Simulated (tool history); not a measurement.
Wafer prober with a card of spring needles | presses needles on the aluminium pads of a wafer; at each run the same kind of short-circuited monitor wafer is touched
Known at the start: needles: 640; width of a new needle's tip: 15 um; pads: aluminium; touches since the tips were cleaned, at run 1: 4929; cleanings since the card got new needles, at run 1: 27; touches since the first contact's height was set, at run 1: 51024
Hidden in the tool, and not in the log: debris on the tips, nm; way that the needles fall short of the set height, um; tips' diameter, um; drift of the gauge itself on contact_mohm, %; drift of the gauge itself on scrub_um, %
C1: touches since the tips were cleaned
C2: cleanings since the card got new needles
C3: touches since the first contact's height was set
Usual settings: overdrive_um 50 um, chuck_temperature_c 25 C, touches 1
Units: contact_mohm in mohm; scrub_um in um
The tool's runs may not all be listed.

{"run": 1, "hour": 0.0, "overdrive_um": 50, "chuck_temperature_c": 25, "touches": 1, "C1": 4929, "C2": 27, "C3": 51024, "contact_mohm": 107, "scrub_um": 13.22}
{"hour": 3.8, "done": "tips cleaned on abrasive film"}
{"hour": 18.9, "done": "tips cleaned on abrasive film"}
{"hour": 37.6, "done": "tips cleaned on abrasive film"}
{"hour": 56.4, "done": "tips cleaned on abrasive film"}
{"hour": 73.1, "done": "tips cleaned on abrasive film"}
{"run": 2, "hour": 73.1, "overdrive_um": 50, "chuck_temperature_c": 25, "touches": 1, "C1": 0, "C2": 32, "C3": 79037, "contact_mohm": 112, "scrub_um": 13.2}
{"hour": 91.9, "done": "tips cleaned on abrasive film"}
{"hour": 106.9, "done": "tips cleaned on abrasive film"}
{"hour": 124.3, "done": "tips cleaned on abrasive film"}
{"run": 3, "hour": 124.3, "overdrive_um": 50, "chuck_temperature_c": 25, "touches": 1, "C1": 0, "C2": 35, "C3": 98673, "contact_mohm": 108, "scrub_um": 13.24}
{"hour": 139.3, "done": "tips cleaned on abrasive film"}
{"hour": 154.3, "done": "tips cleaned on abrasive film"}
{"run": 4, "hour": 165.2, "overdrive_um": 50, "chuck_temperature_c": 25, "touches": 1, "C1": 4182, "C2": 37, "C3": 114379, "contact_mohm": 111, "scrub_um": 13.21}
{"hour": 172.8, "done": "tips cleaned on abrasive film"}
{"hour": 176.8, "done": "height of the first contact set anew"}
{"hour": 188.1, "done": "tips cleaned on abrasive film"}
{"hour": 206.8, "done": "tips cleaned on abrasive film"}
{"hour": 221.9, "done": "tips cleaned on abrasive film"}
{"run": 5, "hour": 222.6, "overdrive_um": 50, "chuck_temperature_c": 25, "touches": 1, "C1": 276, "C2": 41, "C3": 17562, "contact_mohm": 109, "scrub_um": 13.19}
{"hour": 237.6, "done": "tips cleaned on abrasive film"}
{"hour": 256.4, "done": "tips cleaned on abrasive film"}
{"hour": 271.4, "done": "tips cleaned on abrasive film"}
{"hour": 286.5, "done": "tips cleaned on abrasive film"}
{"hour": 301.5, "done": "tips cleaned on abrasive film"}
{"run": 6, "hour": 312.3, "overdrive_um": 50, "chuck_temperature_c": 25, "touches": 1, "C1": 4174, "C2": 46, "C3": 51987, "contact_mohm": 113, "scrub_um": 13.23}
{"hour": 319.9, "done": "tips cleaned on abrasive film"}
{"hour": 334.9, "done": "tips cleaned on abrasive film"}
{"hour": 349.9, "done": "tips cleaned on abrasive film"}
{"hour": 365.0, "done": "tips cleaned on abrasive film"}
{"hour": 383.7, "done": "tips cleaned on abrasive film"}
{"run": 7, "hour": 391.8, "overdrive_um": 50, "chuck_temperature_c": 25, "touches": 2, "C1": 3108, "C2": 51, "C3": 82463, "contact_mohm": 109, "scrub_um": 13.14}
{"hour": 399.4, "done": "tips cleaned on abrasive film"}
{"hour": 414.4, "done": "tips cleaned on abrasive film"}
{"hour": 429.4, "done": "tips cleaned on abrasive film"}
{"hour": 448.2, "done": "tips cleaned on abrasive film"}
{"run": 8, "hour": 451.0, "overdrive_um": 50, "chuck_temperature_c": 25, "touches": 2, "C1": 1076, "C2": 55, "C3": 105146, "contact_mohm": 110, "scrub_um": 13.2}
{"hour": 466.0, "done": "tips cleaned on abrasive film"}
{"hour": 481.0, "done": "tips cleaned on abrasive film"}
{"hour": 488.8, "done": "height of the first contact set anew"}
{"hour": 496.4, "done": "tips cleaned on abrasive film"}
{"run": 9, "hour": 509.3, "overdrive_um": 50, "chuck_temperature_c": 115, "touches": 1, "C1": 5004, "C2": 58, "C3": 7886, "contact_mohm": 124, "scrub_um": 13.15}
{"hour": 513.2, "done": "tips cleaned on abrasive film"}
{"hour": 528.2, "done": "tips cleaned on abrasive film"}
{"hour": 547.0, "done": "tips cleaned on abrasive film"}
{"hour": 565.7, "done": "tips cleaned on abrasive film"}
{"run": 10, "hour": 570.9, "overdrive_um": 50, "chuck_temperature_c": 115, "touches": 1, "C1": 2010, "C2": 62, "C3": 31504, "contact_mohm": 124, "scrub_um": 13.21}
{"hour": 582.2, "done": "tips cleaned on abrasive film"}
{"hour": 597.3, "done": "tips cleaned on abrasive film"}
{"hour": 612.3, "done": "tips cleaned on abrasive film"}
{"hour": 628.9, "done": "tips cleaned on abrasive film"}
{"run": 11, "hour": 628.9, "overdrive_um": 50, "chuck_temperature_c": 115, "touches": 1, "C1": 0, "C2": 66, "C3": 53725, "contact_mohm": 123, "scrub_um": 13.14}
{"hour": 644.0, "done": "tips cleaned on abrasive film"}
{"hour": 659.0, "done": "tips cleaned on abrasive film"}
{"hour": 674.0, "done": "tips cleaned on abrasive film"}
{"run": 12, "hour": 682.6, "overdrive_um": 50, "chuck_temperature_c": 25, "touches": 2, "C1": 3305, "C2": 69, "C3": 74316, "contact_mohm": 110, "scrub_um": 13.1}
{"hour": 690.2, "done": "tips cleaned on abrasive film"}
{"hour": 708.9, "done": "tips cleaned on abrasive film"}
{"hour": 724.0, "done": "tips cleaned on abrasive film"}
{"hour": 742.7, "done": "tips cleaned on abrasive film"}
{"run": 13, "hour": 749.0, "overdrive_um": 50, "chuck_temperature_c": 25, "touches": 2, "C1": 2431, "C2": 73, "C3": 99794, "contact_mohm": 109, "scrub_um": 13.13}
{"hour": 760.3, "done": "tips cleaned on abrasive film"}
{"hour": 775.4, "done": "tips cleaned on abrasive film"}
{"hour": 790.4, "done": "tips cleaned on abrasive film"}
{"hour": 801.9, "done": "height of the first contact set anew"}
{"hour": 809.5, "done": "tips cleaned on abrasive film"}
{"hour": 824.5, "done": "tips cleaned on abrasive film"}
{"run": 14, "hour": 826.2, "overdrive_um": 49, "chuck_temperature_c": 25, "touches": 1, "C1": 672, "C2": 78, "C3": 9315, "contact_mohm": 111, "scrub_um": 12.93}
{"hour": 841.3, "done": "tips cleaned on abrasive film"}
{"hour": 856.3, "done": "tips cleaned on abrasive film"}
{"hour": 875.1, "done": "tips cleaned on abrasive film"}
{"hour": 893.8, "done": "tips cleaned on abrasive film"}
{"hour": 912.6, "done": "tips cleaned on abrasive film"}
{"run": 15, "hour": 917.5, "overdrive_um": 49, "chuck_temperature_c": 25, "touches": 1, "C1": 1910, "C2": 83, "C3": 44355, "contact_mohm": 111, "scrub_um": 12.86}
{"hour": 928.8, "done": "tips cleaned on abrasive film"}
{"hour": 943.9, "done": "tips cleaned on abrasive film"}
{"hour": 962.6, "done": "tips cleaned on abrasive film"}
{"hour": 978.1, "done": "tips cleaned on abrasive film"}
{"run": 16, "hour": 978.1, "overdrive_um": 49, "chuck_temperature_c": 25, "touches": 1, "C1": 0, "C2": 87, "C3": 67581, "contact_mohm": 111, "scrub_um": 12.82}
{"hour": 996.9, "done": "tips cleaned on abrasive film"}
{"hour": 1011.9, "done": "tips cleaned on abrasive film"}
{"hour": 1026.9, "done": "tips cleaned on abrasive film"}
{"run": 17, "hour": 1028.6, "overdrive_um": 31, "chuck_temperature_c": 25, "touches": 1, "C1": 647, "C2": 90, "C3": 86952, "contact_mohm": 118, "scrub_um": 8.15}
{"hour": 1043.7, "done": "tips cleaned on abrasive film"}
{"hour": 1058.7, "done": "tips cleaned on abrasive film"}
{"hour": 1073.7, "done": "tips cleaned on abrasive film"}
{"run": 18, "hour": 1074.5, "overdrive_um": 31, "chuck_temperature_c": 25, "touches": 1, "C1": 294, "C2": 93, "C3": 104533, "contact_mohm": 121, "scrub_um": 8.14}
{"hour": 1089.5, "done": "tips cleaned on abrasive film"}
{"hour": 1104.5, "done": "tips cleaned on abrasive film"}
{"hour": 1112.3, "done": "height of the first contact set anew"}
{"hour": 1123.6, "done": "tips cleaned on abrasive film"}
{"hour": 1142.4, "done": "tips cleaned on abrasive film"}
{"hour": 1161.1, "done": "tips cleaned on abrasive film"}
{"run": 19, "hour": 1165.3, "overdrive_um": 31, "chuck_temperature_c": 25, "touches": 1, "C1": 1613, "C2": 98, "C3": 20339, "contact_mohm": 120, "scrub_um": 8.09}
{"hour": 1176.6, "done": "tips cleaned on abrasive film"}
{"hour": 1191.6, "done": "tips cleaned on abrasive film"}
{"hour": 1206.7, "done": "tips cleaned on abrasive film"}
{"hour": 1225.4, "done": "tips cleaned on abrasive film"}
{"run": 20, "hour": 1232.5, "overdrive_um": 32, "chuck_temperature_c": 25, "touches": 2, "C1": 2729, "C2": 102, "C3": 46112, "contact_mohm": 118, "scrub_um": 8.39}
{"hour": 1243.8, "done": "tips cleaned on abrasive film"}
{"hour": 1258.8, "done": "tips cleaned on abrasive film"}
{"hour": 1273.9, "done": "tips cleaned on abrasive film"}
{"hour": 1288.9, "done": "tips cleaned on abrasive film"}
{"hour": 1303.9, "done": "tips cleaned on abrasive film"}
{"hour": 1319.0, "done": "tips cleaned on abrasive film"}
{"run": 21, "hour": 1321.3, "overdrive_um": 32, "chuck_temperature_c": 25, "touches": 2, "C1": 897, "C2": 108, "C3": 80140, "contact_mohm": 117, "scrub_um": 8.35}
{"hour": 1336.3, "done": "tips cleaned on abrasive film"}
{"hour": 1351.4, "done": "tips cleaned on abrasive film"}
{"hour": 1366.4, "done": "tips cleaned on abrasive film"}
{"hour": 1385.2, "done": "tips cleaned on abrasive film"}
{"hour": 1400.2, "done": "tips cleaned on abrasive film"}
{"run": 22, "hour": 1410.1, "overdrive_um": 41, "chuck_temperature_c": 25, "touches": 1, "C1": 3812, "C2": 113, "C3": 114202, "contact_mohm": 110, "scrub_um": 10.7}
{"hour": 1417.6, "done": "tips cleaned on abrasive film"}
{"hour": 1425.4, "done": "height of the first contact set anew"}
{"hour": 1436.7, "done": "tips cleaned on abrasive film"}
{"hour": 1451.7, "done": "tips cleaned on abrasive film"}
{"run": 23, "hour": 1459.5, "overdrive_um": 41, "chuck_temperature_c": 25, "touches": 1, "C1": 2985, "C2": 116, "C3": 13068, "contact_mohm": 115, "scrub_um": 10.71}
{"hour": 1467.0, "done": "tips cleaned on abrasive film"}
{"hour": 1482.1, "done": "tips cleaned on abrasive film"}
{"hour": 1497.1, "done": "tips cleaned on abrasive film"}
{"hour": 1512.1, "done": "tips cleaned on abrasive film"}
{"run": 24, "hour": 1522.6, "overdrive_um": 41, "chuck_temperature_c": 25, "touches": 1, "C1": 4039, "C2": 120, "C3": 37269, "contact_mohm": 111, "scrub_um": 10.7}
{"hour": 1530.2, "done": "tips cleaned on abrasive film"}
{"hour": 1545.2, "done": "tips cleaned on abrasive film"}
{"hour": 1560.2, "done": "tips cleaned on abrasive film"}
{"run": 25, "hour": 1570.9, "overdrive_um": 50, "chuck_temperature_c": 51, "touches": 1, "C1": 4132, "C2": 123, "C3": 55807, "contact_mohm": 112, "scrub_um": 13.11}
{"hour": 1578.5, "done": "tips cleaned on abrasive film"}
{"hour": 1593.5, "done": "tips cleaned on abrasive film"}
{"hour": 1608.6, "done": "tips cleaned on abrasive film"}
{"hour": 1627.3, "done": "tips cleaned on abrasive film"}
{"run": 26, "hour": 1635.6, "overdrive_um": 50, "chuck_temperature_c": 51, "touches": 1, "C1": 3177, "C2": 127, "C3": 80592, "contact_mohm": 113, "scrub_um": 13.03}

Forecast each of these 3 alternatives for the next run:
{"hour": 1643.1, "done": "tips cleaned on abrasive film"}
{"hour": 1658.2, "done": "tips cleaned on abrasive film"}
{"hour": 1676.9, "done": "tips cleaned on abrasive film"}
{"run": "A", "hour": 1676.9, "overdrive_um": 50, "chuck_temperature_c": 36, "touches": 1, "C1": 1, "C2": 130, "C3": 96436, "contact_mohm": "?", "scrub_um": "?"}
{"hour": 1643.1, "done": "tips cleaned on abrasive film"}
{"hour": 1658.2, "done": "tips cleaned on abrasive film"}
{"hour": 1676.9, "done": "tips cleaned on abrasive film"}
{"run": "B", "hour": 1676.9, "overdrive_um": 50, "chuck_temperature_c": 51, "touches": 2, "C1": 1, "C2": 130, "C3": 96436, "contact_mohm": "?", "scrub_um": "?"}
{"hour": 1643.1, "done": "tips cleaned on abrasive film"}
{"hour": 1658.2, "done": "tips cleaned on abrasive film"}
{"hour": 1676.9, "done": "tips cleaned on abrasive film"}
{"run": "C", "hour": 1676.9, "overdrive_um": 61, "chuck_temperature_c": 25, "touches": 2, "C1": 1, "C2": 130, "C3": 96436, "contact_mohm": "?", "scrub_um": "?"}

run=A contact_mohm=112 scrub_um=13.05
run=B contact_mohm=113 scrub_um=13.07
run=C contact_mohm=106 scrub_um=15.99
Without the tool's hidden state the same runs would have given:
run=A contact_mohm=112 scrub_um=13.21
run=B contact_mohm=113 scrub_um=13.23
run=C contact_mohm=106 scrub_um=16.19
